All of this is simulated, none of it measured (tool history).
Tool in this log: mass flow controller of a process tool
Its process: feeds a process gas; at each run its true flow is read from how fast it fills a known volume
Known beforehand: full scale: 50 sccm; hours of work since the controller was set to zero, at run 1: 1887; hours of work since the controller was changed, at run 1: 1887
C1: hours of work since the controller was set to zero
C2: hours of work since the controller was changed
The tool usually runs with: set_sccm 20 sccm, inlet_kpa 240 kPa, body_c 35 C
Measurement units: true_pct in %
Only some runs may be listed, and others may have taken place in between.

run 1 hour=0.0 | set_sccm=20 inlet_kpa=240 body_c=35 | C1=1887 C2=1887 | true_pct=97.68
run 2 hour=106.7 | set_sccm=20 inlet_kpa=240 body_c=36 | C1=1954 C2=1954 | true_pct=97.50
run 3 hour=161.7 | set_sccm=20 inlet_kpa=240 body_c=36 | C1=1989 C2=1989 | true_pct=97.56
run 4 hour=236.3 | set_sccm=20 inlet_kpa=240 body_c=36 | C1=2036 C2=2036 | true_pct=97.56
run 5 hour=322.5 | set_sccm=20 inlet_kpa=240 body_c=36 | C1=2090 C2=2090 | true_pct=97.61
run 6 hour=448.1 | set_sccm=34 inlet_kpa=240 body_c=35 | C1=2169 C2=2169 | true_pct=98.42

Estimate the outcome of run 7 from the log above:
run 7 hour=582.8 | set_sccm=5 inlet_kpa=240 body_c=35 | C1=2254 C2=2254 | true_pct=?

true_pct: 97.58 %
Were there no unlogged condition in the tool, this run, its random variation unchanged, would have produced true_pct 96.73 %.

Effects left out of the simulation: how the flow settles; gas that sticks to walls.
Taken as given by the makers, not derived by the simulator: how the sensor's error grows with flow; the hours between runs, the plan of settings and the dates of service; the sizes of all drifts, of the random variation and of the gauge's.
